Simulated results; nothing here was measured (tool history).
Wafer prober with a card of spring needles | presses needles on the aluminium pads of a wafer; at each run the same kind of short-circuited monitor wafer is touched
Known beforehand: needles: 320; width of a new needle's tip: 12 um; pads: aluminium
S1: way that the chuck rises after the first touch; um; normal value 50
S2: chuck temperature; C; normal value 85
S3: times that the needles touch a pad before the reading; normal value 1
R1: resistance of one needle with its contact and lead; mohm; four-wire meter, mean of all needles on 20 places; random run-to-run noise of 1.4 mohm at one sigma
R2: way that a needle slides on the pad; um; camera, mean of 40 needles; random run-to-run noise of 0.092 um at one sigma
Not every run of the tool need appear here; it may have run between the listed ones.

run	hour	S1	S2	S3	R1	R2
1	0.0	50	85	1	144	6.48
# hour 9.9: tips cleaned on abrasive film
2	11.1	50	48	1	131	6.43
# hour 23.2: tips cleaned on abrasive film
3	23.4	37	85	1	143	4.63
4	33.3	37	85	1	177	4.82
# hour 36.5: tips cleaned on abrasive film
5	44.7	56	85	1	150	7.25
# hour 50.2: tips cleaned on abrasive film
6	59.3	54	85	1	149	6.91
# hour 63.7: tips cleaned on abrasive film
7	73.6	50	97	2	148	6.57
# hour 77.4: tips cleaned on abrasive film
8	81.8	50	86	2	142	6.42
# hour 90.4: tips cleaned on abrasive film
9	90.6	50	86	2	132	6.52
10	100.6	50	86	2	147	6.53
# hour 103.5: tips cleaned on abrasive film
11	115.3	42	56	2	154	5.49
# hour 116.5: tips cleaned on abrasive film
12	121.8	47	57	1	147	5.99

Forecast each of these 5 alternatives for the next run:
# hour 129.7: tips cleaned on abrasive film
A	133.9	55	31	1	?	?
# hour 129.7: tips cleaned on abrasive film
B	133.9	66	85	1	?	?
# hour 129.7: tips cleaned on abrasive film
C	133.9	50	77	1	?	?
# hour 129.7: tips cleaned on abrasive film
D	133.9	55	115	1	?	?
# hour 129.7: tips cleaned on abrasive film
E	133.9	68	25	3	?	?

run	R1	R2
A	132	7.21
B	133	8.55
C	140	6.45
D	144	6.96
E	120	8.83
With the hidden condition removed and each run's random variation left untouched, the same runs would have given:
run	R1	R2
A	118	7.52
B	125	8.86
C	125	6.76
D	132	7.27
E	117	9.14
